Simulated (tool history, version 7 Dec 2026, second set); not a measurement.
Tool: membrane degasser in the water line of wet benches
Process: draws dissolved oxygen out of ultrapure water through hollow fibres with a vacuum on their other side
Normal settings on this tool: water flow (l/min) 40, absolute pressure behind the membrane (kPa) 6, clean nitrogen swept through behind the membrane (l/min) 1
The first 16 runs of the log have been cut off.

run	hour	water flow (l/min)	absolute pressure behind the membrane (kPa)	clean nitrogen swept through behind the membrane (l/min)	dissolved oxygen in the water behind the degasser (ppb)	pressure that the water loses in the fibres (kPa)
17	1039.6	30	6	1	180.5	39.63
18	1123.3	30	6	1	182.6	39.87
# hour 1131.7: vacuum gauge calibrated
19	1189.8	30	6	1	184.1	40.53
20	1231.4	40	6.86	1	289.9	53.02
21	1267.2	40	6.86	1	295.8	53.43
22	1304	40	6.86	1.15	271.2	53.36
23	1340.7	39	4.27	2.66	45	52.1
24	1384.4	50	9.26	1	571	66.52
25	1428.9	50	9.26	1	564	66.86
26	1464.5	50	9.26	1	565.7	66.57
27	1514.6	32	5.13	0.57	207.4	42.39
28	1562.4	40	3.84	2.39	33.9	53.61
# hour 1566.5: vacuum gauge calibrated, once more
29	1604.4	40	3.84	2.39	32.1	53.57
30	1674.1	40	5.9	1.85	134.3	53.41
31	1753.6	40	14.83	0.89	944.5	53.3

4 options for the next run, each taken on its own from the tool as it stands now. Forecast them:
A	1810.3	31	11.49	1	?	?
B	1810.3	59	9.22	0.67	?	?
C	1810.3	40	6.9	0.89	?	?
D	1810.3	40	6.38	0.57	?	?

run	dissolved oxygen in the water behind the degasser (ppb)	pressure that the water loses in the fibres (kPa)
A	520.9	41.39
B	812.5	78.83
C	326.2	53.52
D	386.7	53.57
The same runs, with their run-to-run variation unchanged, on a tool lacking any hidden condition would have given:
run	dissolved oxygen in the water behind the degasser (ppb)	pressure that the water loses in the fibres (kPa)
A	517.1	40.51
B	805.7	77.16
C	321.4	52.39
D	380.9	52.44
